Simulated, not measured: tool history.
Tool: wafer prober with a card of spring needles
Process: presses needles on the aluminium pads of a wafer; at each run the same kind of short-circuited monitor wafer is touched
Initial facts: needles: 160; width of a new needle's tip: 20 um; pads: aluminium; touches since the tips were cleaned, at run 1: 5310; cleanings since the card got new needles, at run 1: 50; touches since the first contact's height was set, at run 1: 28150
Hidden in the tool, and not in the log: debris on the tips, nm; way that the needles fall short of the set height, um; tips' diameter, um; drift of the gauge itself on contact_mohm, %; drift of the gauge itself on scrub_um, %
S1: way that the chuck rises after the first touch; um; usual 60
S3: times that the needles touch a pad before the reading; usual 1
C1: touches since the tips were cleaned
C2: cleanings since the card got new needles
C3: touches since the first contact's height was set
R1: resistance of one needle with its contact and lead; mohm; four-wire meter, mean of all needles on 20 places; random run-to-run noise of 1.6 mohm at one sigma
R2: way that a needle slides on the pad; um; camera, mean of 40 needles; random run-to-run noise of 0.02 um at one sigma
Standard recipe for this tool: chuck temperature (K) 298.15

run 1 day=0.000 | S1=60 chuck_temperature_(K)=298.15 S3=1 | C1=5310 C2=50 C3=28150 | R1=156 R2=16.60
-- day=0.108 tips cleaned on abrasive film
-- day=0.579 tips cleaned on abrasive film
run 2 day=0.858 | S1=69 chuck_temperature_(K)=298.15 S3=1 | C1=4425 C2=52 C3=41656 | R1=156 R2=19.08
-- day=1.004 tips cleaned on abrasive film
-- day=1.500 tips cleaned on abrasive film
-- day=1.988 tips cleaned on abrasive film
run 3 day=2.038 | S1=60 chuck_temperature_(K)=306.15 S3=1 | C1=810 C2=55 C3=60223 | R1=159 R2=16.53
-- day=2.467 tips cleaned on abrasive film
run 4 day=2.712 | S1=60 chuck_temperature_(K)=306.15 S3=1 | C1=3951 C2=56 C3=70869 | R1=157 R2=16.59
-- day=2.954 tips cleaned on abrasive film
-- day=3.375 tips cleaned on abrasive film
-- day=3.817 tips cleaned on abrasive film
run 5 day=4.004 | S1=60 chuck_temperature_(K)=306.15 S3=1 | C1=2930 C2=59 C3=91159 | R1=159 R2=16.51
-- day=4.250 tips cleaned on abrasive film
-- day=4.729 tips cleaned on abrasive film
run 6 day=5.117 | S1=60 chuck_temperature_(K)=298.15 S3=1 | C1=6151 C2=61 C3=108746 | R1=160 R2=16.57
-- day=5.208 tips cleaned on abrasive film
-- day=5.658 tips cleaned on abrasive film
run 7 day=5.808 | S1=60 chuck_temperature_(K)=298.15 S3=1 | C1=2439 C2=63 C3=119614 | R1=156 R2=16.54
-- day=6.104 tips cleaned on abrasive film
-- day=6.529 tips cleaned on abrasive film
-- day=6.988 tips cleaned on abrasive film
run 8 day=7.050 | S1=60 chuck_temperature_(K)=307.15 S3=1 | C1=967 C2=66 C3=139120 | R1=161 R2=16.47
-- day=7.433 tips cleaned on abrasive film
run 9 day=7.833 | S1=68 chuck_temperature_(K)=298.15 S3=1 | C1=6331 C2=67 C3=151479 | R1=154 R2=18.69
-- day=7.888 tips cleaned on abrasive film
-- day=8.392 tips cleaned on abrasive film
run 10 day=8.512 | S1=68 chuck_temperature_(K)=298.15 S3=1 | C1=1956 C2=69 C3=162179 | R1=158 R2=18.70
-- day=8.792 height of the first contact set anew
-- day=8.896 tips cleaned on abrasive film
run 11 day=9.262 | S1=68 chuck_temperature_(K)=298.15 S3=1 | C1=5832 C2=70 C3=7449 | R1=158 R2=18.71
-- day=9.321 tips cleaned on abrasive film
-- day=9.758 tips cleaned on abrasive film
run 12 day=9.900 | S1=60 chuck_temperature_(K)=298.15 S3=1 | C1=2256 C2=72 C3=17402 | R1=157 R2=16.44
-- day=10.188 tips cleaned on abrasive film
-- day=10.642 tips cleaned on abrasive film
-- day=11.092 tips cleaned on abrasive film
run 13 day=11.158 | S1=60 chuck_temperature_(K)=298.15 S3=1 | C1=1044 C2=75 C3=37225 | R1=158 R2=16.43
-- day=11.579 tips cleaned on abrasive film
run 14 day=11.833 | S1=60 chuck_temperature_(K)=298.15 S3=1 | C1=4081 C2=76 C3=47889 | R1=157 R2=16.44
-- day=12.033 tips cleaned on abrasive film
-- day=12.479 tips cleaned on abrasive film
-- day=12.921 tips cleaned on abrasive film
run 15 day=12.992 | S1=60 chuck_temperature_(K)=298.15 S3=1 | C1=1106 C2=79 C3=66091 | R1=157 R2=16.43
-- day=13.429 tips cleaned on abrasive film
-- day=13.946 tips cleaned on abrasive film
run 16 day=14.262 | S1=60 chuck_temperature_(K)=298.15 S3=1 | C1=5010 C2=81 C3=86113 | R1=158 R2=16.45
-- day=14.442 tips cleaned on abrasive film
-- day=14.892 tips cleaned on abrasive film
run 17 day=15.200 | S1=60 chuck_temperature_(K)=298.15 S3=1 | C1=4847 C2=83 C3=100883 | R1=159 R2=16.37
-- day=15.371 tips cleaned on abrasive film
-- day=15.804 tips cleaned on abrasive film
run 18 day=16.188 | S1=60 chuck_temperature_(K)=298.15 S3=1 | C1=6124 C2=85 C3=116478 | R1=157 R2=16.38
-- day=16.246 tips cleaned on abrasive film
-- day=16.717 tips cleaned on abrasive film
run 19 day=17.033 | S1=60 chuck_temperature_(K)=315.15 S3=2 | C1=5040 C2=87 C3=129780 | R1=160 R2=16.38
-- day=17.142 tips cleaned on abrasive film
-- day=17.588 tips cleaned on abrasive film
run 20 day=17.588 | S1=60 chuck_temperature_(K)=343.15 S3=1 | C1=0 C2=89 C3=138449 | R1=166 R2=16.38
-- day=18.075 tips cleaned on abrasive film
-- day=18.529 tips cleaned on abrasive film
run 21 day=18.529 | S1=60 chuck_temperature_(K)=343.15 S3=1 | C1=0 C2=91 C3=153303 | R1=167 R2=16.37
-- day=18.954 tips cleaned on abrasive film
run 22 day=19.304 | S1=60 chuck_temperature_(K)=343.15 S3=1 | C1=5571 C2=92 C3=165521 | R1=164 R2=16.36
-- day=19.408 tips cleaned on abrasive film
-- day=19.421 height of the first contact set anew
-- day=19.846 tips cleaned on abrasive film
-- day=20.267 tips cleaned on abrasive film
-- day=20.450 gauge calibrated
run 23 day=20.596 | S1=77 chuck_temperature_(K)=298.15 S3=1 | C1=5242 C2=95 C3=18564 | R1=154 R2=21.29
-- day=20.700 tips cleaned on abrasive film
-- day=21.158 tips cleaned on abrasive film
run 24 day=21.475 | S1=60 chuck_temperature_(K)=380.15 S3=1 | C1=5058 C2=97 C3=32384 | R1=173 R2=16.57
-- day=21.583 tips cleaned on abrasive film
-- day=22.021 tips cleaned on abrasive film
-- day=22.479 tips cleaned on abrasive film
run 25 day=22.642 | S1=60 chuck_temperature_(K)=298.15 S3=1 | C1=2596 C2=100 C3=50730 | R1=156 R2=16.61
-- day=22.921 tips cleaned on abrasive film
-- day=23.379 tips cleaned on abrasive film
-- day=23.804 tips cleaned on abrasive film
run 26 day=23.904 | S1=60 chuck_temperature_(K)=298.15 S3=1 | C1=1550 C2=103 C3=70572 | R1=158 R2=16.53
-- day=24.300 tips cleaned on abrasive film
-- day=24.738 tips cleaned on abrasive film
run 27 day=25.071 | S1=40 chuck_temperature_(K)=300.15 S3=2 | C1=5315 C2=105 C3=89014 | R1=165 R2=11.02
-- day=25.192 tips cleaned on abrasive film
-- day=25.650 tips cleaned on abrasive film
run 28 day=26.025 | S1=40 chuck_temperature_(K)=300.15 S3=2 | C1=5951 C2=107 C3=103994 | R1=168 R2=11.00
-- day=26.096 tips cleaned on abrasive film
-- day=26.529 tips cleaned on abrasive film
-- day=27.008 tips cleaned on abrasive film
run 29 day=27.188 | S1=40 chuck_temperature_(K)=300.15 S3=2 | C1=2862 C2=110 C3=122321 | R1=163 R2=11.01

Predict each of these 3 candidate next runs independently; none follows another, all start after run 29:
-- day=27.433 tips cleaned on abrasive film
run A day=27.821 | S1=40 chuck_temperature_(K)=300.15 S3=1 | C1=6174 C2=111 C3=132327 | R1=? R2=?
-- day=27.433 tips cleaned on abrasive film
run B day=27.821 | S1=60 chuck_temperature_(K)=304.15 S3=1 | C1=6174 C2=111 C3=132327 | R1=? R2=?
-- day=27.433 tips cleaned on abrasive film
run C day=27.821 | S1=52 chuck_temperature_(K)=349.15 S3=3 | C1=6174 C2=111 C3=132327 | R1=? R2=?

run=A R1=166 R2=10.98
run=B R1=162 R2=16.53
run=C R1=167 R2=14.30
Without the tool's hidden state the same runs would have given:
run=A R1=165 R2=11.04
run=B R1=162 R2=16.62
run=C R1=167 R2=14.38

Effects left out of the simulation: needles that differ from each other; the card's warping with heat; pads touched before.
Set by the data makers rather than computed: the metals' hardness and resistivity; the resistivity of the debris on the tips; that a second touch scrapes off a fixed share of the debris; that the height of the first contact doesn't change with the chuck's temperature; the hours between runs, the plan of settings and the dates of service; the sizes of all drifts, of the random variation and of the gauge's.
